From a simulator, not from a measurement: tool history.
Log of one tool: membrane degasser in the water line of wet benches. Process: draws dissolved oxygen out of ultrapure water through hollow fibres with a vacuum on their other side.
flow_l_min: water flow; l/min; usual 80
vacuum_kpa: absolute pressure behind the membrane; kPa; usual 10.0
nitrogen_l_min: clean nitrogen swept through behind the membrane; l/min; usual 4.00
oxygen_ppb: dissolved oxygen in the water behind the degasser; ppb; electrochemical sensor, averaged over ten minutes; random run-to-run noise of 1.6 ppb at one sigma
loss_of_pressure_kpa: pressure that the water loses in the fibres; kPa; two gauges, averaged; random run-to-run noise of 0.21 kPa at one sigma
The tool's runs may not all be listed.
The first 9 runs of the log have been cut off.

| run | hour | flow_l_min | vacuum_kpa | nitrogen_l_min | hours since the membrane was changed | hours since the vacuum gauge was calibrated | hours since the vacuum lines were made tight | oxygen_ppb | loss_of_pressure_kpa |
|---|---|---|---|---|---|---|---|---|---|
| 10 | 571.9 | 80 | 10.0 | 7.74 | 3794 | 6422 | 2092 | 173.0 | 49.38 |
| 11 | 617.3 | 80 | 10.0 | 7.74 | 3840 | 6468 | 2137 | 171.8 | 49.48 |
| 12 | 672.8 | 80 | 18.8 | 4.00 | 3895 | 6523 | 2193 | 652.7 | 49.42 |
| 13 | 724.5 | 80 | 18.8 | 4.00 | 3947 | 6575 | 2245 | 648.0 | 49.40 |
| 14 | 781.4 | 80 | 18.8 | 4.00 | 4004 | 6632 | 2302 | 651.1 | 49.24 |
| 15 | 817.7 | 80 | 18.8 | 4.00 | 4040 | 6668 | 2338 | 646.6 | 49.20 |
| 16 | 870.0 | 80 | 10.0 | 4.00 | 4092 | 6720 | 2390 | 302.8 | 49.40 |
|  | 908.3 | vacuum gauge calibrated |
| 17 | 921.5 | 106 | 19.6 | 4.40 | 4143 | 13 | 2441 | 803.8 | 64.90 |
| 18 | 1004.0 | 78 | 10.0 | 4.00 | 4226 | 96 | 2524 | 293.7 | 47.93 |
| 19 | 1041.3 | 99 | 23.4 | 5.62 | 4263 | 133 | 2561 | 748.0 | 60.79 |
| 20 | 1098.4 | 79 | 11.8 | 3.21 | 4320 | 190 | 2618 | 443.1 | 48.78 |
| 21 | 1151.9 | 72 | 8.6 | 2.17 | 4374 | 244 | 2672 | 362.7 | 44.58 |
| 22 | 1232.5 | 80 | 6.9 | 4.00 | 4454 | 324 | 2752 | 170.4 | 49.32 |
| 23 | 1284.1 | 80 | 6.9 | 6.36 | 4506 | 376 | 2804 | 115.4 | 49.48 |
| 24 | 1359.0 | 80 | 14.2 | 4.00 | 4581 | 451 | 2879 | 472.1 | 49.07 |
| 25 | 1408.8 | 104 | 24.2 | 1.63 | 4631 | 501 | 2929 | 1949.9 | 63.94 |
| 26 | 1461.8 | 104 | 24.2 | 1.64 | 4684 | 554 | 2982 | 1945.7 | 64.19 |
| 27 | 1505.1 | 80 | 22.1 | 4.44 | 4727 | 597 | 3025 | 705.5 | 49.30 |
| 28 | 1546.1 | 80 | 22.1 | 4.44 | 4768 | 638 | 3066 | 707.8 | 49.24 |
| 29 | 1581.1 | 68 | 10.0 | 4.00 | 4803 | 673 | 3101 | 255.8 | 41.96 |
| 30 | 1623.9 | 80 | 22.3 | 6.93 | 4846 | 716 | 3144 | 495.6 | 49.33 |
| 31 | 1701.9 | 73 | 10.0 | 1.74 | 4924 | 794 | 3222 | 533.3 | 44.93 |
| 32 | 1763.6 | 58 | 25.0 | 1.74 | 4986 | 855 | 3283 | 1281.2 | 35.39 |

3 options for the next run, each taken on its own from the tool as it stands now. Forecast them:
| A | 1824.3 | 80 | 19.4 | 4.00 | 5046 | 916 | 3344 | ? | ? |
| B | 1824.3 | 58 | 11.2 | 1.74 | 5046 | 916 | 3344 | ? | ? |
| C | 1824.3 | 74 | 10.0 | 9.96 | 5046 | 916 | 3344 | ? | ? |

| run | oxygen_ppb | loss_of_pressure_kpa |
|---|---|---|
| A | 662.0 | 49.40 |
| B | 515.3 | 35.86 |
| C | 124.7 | 45.27 |
With no hidden state in the tool, these same runs would have given:
| run | oxygen_ppb | loss_of_pressure_kpa |
|---|---|---|
| A | 676.8 | 49.35 |
| B | 526.8 | 35.82 |
| C | 127.5 | 45.22 |

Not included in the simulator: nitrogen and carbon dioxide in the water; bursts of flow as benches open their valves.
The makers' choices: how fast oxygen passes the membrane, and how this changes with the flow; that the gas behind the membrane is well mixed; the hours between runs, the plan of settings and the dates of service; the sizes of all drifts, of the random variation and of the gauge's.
